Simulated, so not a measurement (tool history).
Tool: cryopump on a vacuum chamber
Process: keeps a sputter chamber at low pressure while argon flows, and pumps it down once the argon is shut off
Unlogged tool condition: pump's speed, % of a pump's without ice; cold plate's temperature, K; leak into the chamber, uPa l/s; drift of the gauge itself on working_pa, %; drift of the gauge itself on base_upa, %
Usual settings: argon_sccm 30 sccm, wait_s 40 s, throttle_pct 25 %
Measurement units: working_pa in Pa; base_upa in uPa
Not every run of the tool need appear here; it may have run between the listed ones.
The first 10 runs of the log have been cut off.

| run | day | argon_sccm | wait_s | throttle_pct | hours of work since the pump was warmed up and emptied | hours of work since the cold head was overhauled | hours of work since the chamber's fittings were tightened | working_pa | base_upa |
|---|---|---|---|---|---|---|---|---|---|
| 11 | 30.242 | 30 | 40 | 20 | 674 | 1972 | 1180 | 0.1443 | 2.53 |
| 12 | 34.188 | 30 | 40 | 25 | 759 | 2057 | 1265 | 0.1172 | 2.59 |
| 13 | 38.017 | 30 | 40 | 25 | 841 | 2139 | 1347 | 0.1184 | 2.67 |
| 14 | 41.904 | 30 | 40 | 25 | 925 | 2223 | 1431 | 0.1212 | 2.75 |
| 15 | 45.254 | 30 | 40 | 25 | 997 | 2295 | 1503 | 0.1203 | 2.77 |
|  | 46 | leaking fittings of the chamber tightened, without venting |
| 16 | 49.896 | 30 | 40 | 25 | 1095 | 2393 | 84 | 0.1215 | 1.96 |
| 17 | 53.771 | 30 | 40 | 25 | 1178 | 2476 | 167 | 0.1216 | 2 |
|  | 54.6 | pump warmed up, emptied and cooled again |
| 18 | 56.512 | 30 | 229 | 58 | 41 | 2531 | 222 | 0.0491 | 0.58 |
| 19 | 59.792 | 30 | 40 | 31 | 112 | 2601 | 292 | 0.0938 | 2.05 |
| 20 | 64.179 | 15 | 60 | 31 | 206 | 2696 | 387 | 0.0471 | 1.48 |

What does the tool deliver on the next run?
| 21 | 68.471 | 20 | 235 | 35 | 298 | 2788 | 479 | ? | ? |

{"run 21": {"working_pa": 0.0557, "base_upa": 0.68}}
Minus the tool's unlogged condition, the same run would have read working_pa 0.0541 Pa, base_upa 0.43 uPa.
